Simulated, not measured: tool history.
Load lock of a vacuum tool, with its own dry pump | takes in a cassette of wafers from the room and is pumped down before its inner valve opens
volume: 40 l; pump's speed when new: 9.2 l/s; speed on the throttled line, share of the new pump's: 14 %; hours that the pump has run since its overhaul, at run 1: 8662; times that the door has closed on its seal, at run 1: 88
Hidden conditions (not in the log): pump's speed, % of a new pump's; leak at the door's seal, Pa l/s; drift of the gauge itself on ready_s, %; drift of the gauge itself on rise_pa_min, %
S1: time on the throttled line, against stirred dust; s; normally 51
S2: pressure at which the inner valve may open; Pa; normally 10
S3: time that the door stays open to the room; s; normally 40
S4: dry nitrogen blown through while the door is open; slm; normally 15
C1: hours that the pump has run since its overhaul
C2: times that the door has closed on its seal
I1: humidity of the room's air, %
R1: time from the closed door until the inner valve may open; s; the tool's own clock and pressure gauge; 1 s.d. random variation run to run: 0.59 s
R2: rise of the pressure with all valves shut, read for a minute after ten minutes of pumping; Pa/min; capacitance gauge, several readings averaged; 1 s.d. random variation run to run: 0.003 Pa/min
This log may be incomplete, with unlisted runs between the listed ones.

run	hour	S1	S2	S3	S4	C1	C2	I1	R1	R2
1	0	51	10	40	15	8662	88	45.9	88.4	0.022
2	380.1	51	10	237	15	9042	1395	46.5	89.2	0.047
3	674	51	10	237	15	9336	2406	44.9	88.8	0.049
4	909.1	51	10	237	15	9571	3214	47.9	89.7	0.062
5	1237.6	51	10	48	15	9900	4344	46.7	89.6	0.038
6	1460.1	36	10	40	15	10122	5109	40.6	76.2	0.031
7	1808.7	39	10	40	15	10471	6308	48.3	80.1	0.041
8	2036.7	39	10	40	15	10699	7092	48.3	79.3	0.038
9	2432.2	39	10	40	15	11094	8452	42.5	79.3	0.039
10	2817.1	39	10	40	15	11479	9776	45.6	80.4	0.047
11	3029.3	39	10	40	15	11691	10505	46.4	79.6	0.053
12	3357.5	51	10	40	12	12019	11634	45.1	89.6	0.056
13	3586.3	51	10	40	12	12248	12421	40.6	89.7	0.055
14	3914.6	51	10	40	12	12577	13550	46.3	91.1	0.068
15	4158.2	51	10	40	12	12820	14387	46.8	90.8	0.073
16	4414.4	51	10	40	12	13076	15268	45.4	89.6	0.073
17	4672.4	51	10	40	12	13334	16156	46.5	91.9	0.071
18	4933.9	51	8	40	12	13596	17055	45.8	92.6	0.079
19	5319.6	95	10	40	15	13982	18381	45.1	128.5	0.081

Expected results for the next run?
20	5603.3	51	16	40	10	14265	19356	49	?	?

Run 20 gave R1 89.4 s, R2 0.091 Pa/min.
If the tool had no hidden condition, the same run with the same run-to-run variation would have returned R1 82.7 s, R2 0.026 Pa/min.
